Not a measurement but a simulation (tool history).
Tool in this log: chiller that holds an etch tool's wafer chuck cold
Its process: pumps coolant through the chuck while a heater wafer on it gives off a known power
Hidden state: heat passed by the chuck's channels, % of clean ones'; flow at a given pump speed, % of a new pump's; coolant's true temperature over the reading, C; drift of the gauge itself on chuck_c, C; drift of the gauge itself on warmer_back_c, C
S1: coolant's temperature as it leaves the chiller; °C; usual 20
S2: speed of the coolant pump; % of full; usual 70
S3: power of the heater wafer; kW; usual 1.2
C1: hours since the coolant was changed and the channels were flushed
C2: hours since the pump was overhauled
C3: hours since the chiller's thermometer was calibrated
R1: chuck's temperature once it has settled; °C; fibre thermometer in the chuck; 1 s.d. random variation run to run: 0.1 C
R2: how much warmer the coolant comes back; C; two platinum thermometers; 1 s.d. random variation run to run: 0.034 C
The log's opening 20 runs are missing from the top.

run   hour  S1  S2     S3    C1    C2    C3    R1    R2
 21  435.4  16  91    1.2  3869  1422  3828  25.2  4.35
 22  452.6  30  92  1.538  3886  1439  3846  41.4  5.49
 23    472  20  97  0.604  3906  1458  3865  24.5  2.04
 24  493.6  26  72  1.433  3928  1480  3887  38.9  6.55
 25  512.3  26  72  1.433  3946  1499  3905  38.9  6.62
 26    539  15  68  0.616  3973  1525  3932    21  3.03
 27  558.4  15  75  0.701  3992  1545  3951  21.4  3.06
 28  581.3  15  75  0.701  4015  1568  3974  21.1  3.08
 29  602.1  15  75  0.701  4036  1588  3995  21.3  3.17
 30  632.1  26  70  1.645  4066  1618  4025  41.2  7.88
 31  660.4  26  70  0.919  4094  1647  4054  34.6  4.39

3 ways to go on from here, each from the tool as it stands after run 31. What would each give?
  A  676.8  14  69  1.273  4111  1663  4070   ?   ?
  B  676.8  18  79  0.628  4111  1663  4070   ?   ?
  C  676.8  26  95  0.919  4111  1663  4070   ?   ?

run    R1    R2
  A    26  6.19
  B  23.4  2.67
  C  32.6   3.2
With no hidden state in the tool, these same runs would have given:
run    R1    R2
  A  24.9     6
  B  22.7  2.59
  C  31.9   3.1
